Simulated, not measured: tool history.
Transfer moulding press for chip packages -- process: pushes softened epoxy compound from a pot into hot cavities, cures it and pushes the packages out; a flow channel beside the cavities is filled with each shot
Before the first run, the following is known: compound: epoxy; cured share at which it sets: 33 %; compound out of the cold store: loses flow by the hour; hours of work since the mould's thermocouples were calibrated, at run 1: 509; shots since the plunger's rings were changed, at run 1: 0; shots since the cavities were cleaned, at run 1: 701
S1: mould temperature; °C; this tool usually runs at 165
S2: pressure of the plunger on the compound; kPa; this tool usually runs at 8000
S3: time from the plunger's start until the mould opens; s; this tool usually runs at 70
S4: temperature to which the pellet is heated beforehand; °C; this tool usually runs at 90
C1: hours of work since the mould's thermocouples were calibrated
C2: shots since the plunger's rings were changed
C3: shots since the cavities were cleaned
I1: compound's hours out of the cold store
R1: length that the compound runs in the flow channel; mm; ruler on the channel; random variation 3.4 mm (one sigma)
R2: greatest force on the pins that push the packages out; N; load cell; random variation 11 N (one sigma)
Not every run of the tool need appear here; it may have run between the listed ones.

run,day,S1,S2,S3,S4,C1,C2,C3,I1,R1,R2
1,0,165,8000,70,90,509,0,701,46.2,787,947
# day 0.521: cavities cleaned with cleaning compound and waxed
2,1.471,165,8000,70,90,530,468,316,44.9,782,810
3,2.279,165,8000,70,87,542,736,584,43.7,784,944
# day 3.196: cavities cleaned with cleaning compound and waxed
4,3.262,165,8000,70,87,556,1042,22,32,825,519
5,4.567,165,8000,70,98,575,1476,456,10,902,891
6,5.579,165,8000,70,98,590,1812,792,27.5,829,1012
# day 5.929: cavities cleaned with cleaning compound and waxed
7,6.946,158,8000,70,90,610,2245,338,35.6,828,1324
8,7.854,165,8000,70,96,623,2547,640,38.3,786,927
# day 8.638: cavities cleaned with cleaning compound and waxed
9,8.883,165,8000,70,96,638,2868,82,10.8,889,604
10,9.462,165,8000,70,96,646,3060,274,34.1,797,783
11,10.821,165,8000,54,90,666,3512,726,10.9,877,1892
# day 10.967: mould's thermocouples calibrated
# day 11.396: cavities cleaned with cleaning compound and waxed
12,11.696,158,8000,70,90,10,3754,100,25.5,864,1180
13,12.933,158,8000,70,90,28,4165,511,41,801,1560
14,13.912,158,8000,70,90,43,4490,836,8.3,921,2002
# day 14.058: cavities cleaned with cleaning compound and waxed
15,14.629,158,8000,70,90,53,4708,190,30.4,826,1264
16,15.629,159,8000,67,90,68,5040,522,13.1,891,1888
# day 16.05: plunger's sealing rings changed
# day 16.842: cavities cleaned with cleaning compound and waxed
17,16.912,165,8000,52,90,84,265,22,46.7,790,1103
18,18.125,158,8000,60,90,102,669,426,36.3,847,2217
19,19.083,158,8000,60,90,117,987,744,16.9,918,2585
# day 19.492: cavities cleaned with cleaning compound and waxed
20,20.238,157,8000,70,93,133,1351,249,30.6,869,1420
21,21.079,165,8000,70,87,146,1630,528,37.3,811,968
# day 22.138: cavities cleaned with cleaning compound and waxed
22,22.433,161,8000,70,90,165,2059,98,34.3,823,877
23,23.812,160,8000,54,90,185,2517,556,18.3,888,2599
24,24.646,171,9630,64,86,198,2794,833,44.1,829,865
# day 24.788: cavities cleaned with cleaning compound and waxed
25,25.829,163,6970,93,85,214,3166,347,17.8,814,712
26,27.196,163,6970,93,85,235,3619,800,47.6,713,849
# day 27.462: cavities cleaned with cleaning compound and waxed
27,28.496,163,6970,93,85,253,4031,343,29.3,767,708

Per-run results on a tool with no hidden state, each run keeping its own random variation:
The tool's hidden condition here consists of: true mould temperature over the reading, C; pressure that reaches the compound, % of what is set; grip of the stained cavities, % over clean ones'; drift of the gauge itself on flow_mm, %; drift of the gauge itself on push_out_n, %.
run,R1,R2
1,792,498
2,791,509
3,795,520
4,841,524
5,923,520
6,851,537
7,854,860
8,813,503
9,924,528
10,829,513
11,918,1057
12,900,915
13,838,829
14,967,986
15,869,859
16,940,1017
17,793,1014
18,855,1223
19,930,1292
20,883,917
21,827,520
22,843,694
23,914,1391
24,855,428
25,844,419
26,743,416
27,803,411
